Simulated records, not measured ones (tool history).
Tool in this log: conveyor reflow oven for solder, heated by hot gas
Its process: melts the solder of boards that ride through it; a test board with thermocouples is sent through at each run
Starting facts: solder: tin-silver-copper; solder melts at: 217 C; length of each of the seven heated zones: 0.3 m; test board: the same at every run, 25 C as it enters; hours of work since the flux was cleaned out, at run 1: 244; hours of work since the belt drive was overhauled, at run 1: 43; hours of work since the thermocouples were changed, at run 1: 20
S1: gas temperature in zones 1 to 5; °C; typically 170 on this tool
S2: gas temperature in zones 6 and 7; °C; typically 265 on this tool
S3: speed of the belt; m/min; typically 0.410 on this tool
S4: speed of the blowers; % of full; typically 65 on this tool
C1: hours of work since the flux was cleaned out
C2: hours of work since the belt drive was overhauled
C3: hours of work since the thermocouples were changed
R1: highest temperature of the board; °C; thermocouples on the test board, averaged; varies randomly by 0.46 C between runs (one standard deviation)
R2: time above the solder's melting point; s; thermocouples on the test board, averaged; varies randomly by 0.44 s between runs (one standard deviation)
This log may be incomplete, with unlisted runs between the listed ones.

run 1 day=0.000 | S1=170 S2=265 S3=0.410 S4=65 | C1=244 C2=43 C3=20 | R1=251.7 R2=65.5
run 2 day=0.442 | S1=170 S2=265 S3=0.345 S4=65 | C1=252 C2=50 C3=27 | R1=256.4 R2=82.8
run 3 day=0.717 | S1=170 S2=265 S3=0.345 S4=65 | C1=256 C2=55 C3=32 | R1=256.4 R2=82.7
run 4 day=1.154 | S1=170 S2=265 S3=0.345 S4=65 | C1=264 C2=63 C3=40 | R1=255.7 R2=82.0
run 5 day=1.433 | S1=170 S2=265 S3=0.345 S4=65 | C1=269 C2=67 C3=44 | R1=257.0 R2=82.6
run 6 day=1.700 | S1=170 S2=265 S3=0.345 S4=65 | C1=273 C2=72 C3=49 | R1=255.9 R2=83.4
run 7 day=2.104 | S1=170 S2=265 S3=0.345 S4=65 | C1=280 C2=79 C3=56 | R1=256.0 R2=82.5
run 8 day=2.625 | S1=170 S2=265 S3=0.345 S4=65 | C1=289 C2=88 C3=65 | R1=255.4 R2=83.5
run 9 day=3.171 | S1=170 S2=277 S3=0.334 S4=65 | C1=299 C2=98 C3=75 | R1=267.6 R2=94.3
run 10 day=3.600 | S1=160 S2=266 S3=0.335 S4=65 | C1=306 C2=105 C3=82 | R1=256.7 R2=82.4
run 11 day=3.979 | S1=155 S2=266 S3=0.441 S4=65 | C1=313 C2=112 C3=88 | R1=247.5 R2=50.1
run 12 day=4.538 | S1=170 S2=265 S3=0.351 S4=65 | C1=323 C2=121 C3=98 | R1=255.1 R2=80.2
run 13 day=4.958 | S1=163 S2=263 S3=0.444 S4=54 | C1=330 C2=129 C3=105 | R1=243.5 R2=47.4
-- day=5.612 flux residue cleaned out of gas plates and filters
run 14 day=5.629 | S1=170 S2=277 S3=0.410 S4=65 | C1=0 C2=137 C3=114 | R1=265.0 R2=74.6
run 15 day=6.162 | S1=170 S2=265 S3=0.456 S4=65 | C1=9 C2=146 C3=123 | R1=250.7 R2=57.2

What differs in the tool's unlogged condition from the final listed run ahead of each entry between runs to the first listed run following it?
Runs 13 to 14: flux residue cleaned out of gas plates and filters (day 5.612)
  heat that the gas passes to the board, % of a clean oven's: 84.8 -> 99.7; belt's true speed, % of the reading: 99.79 -> 99.76; true gas temperature in zones 6 and 7 over the reading, C: -0.26 -> -0.29
  measured result minus the result with no hidden state, R1: -3.2 -> -0.2 °C; R2: -4.1 -> +0.0 s
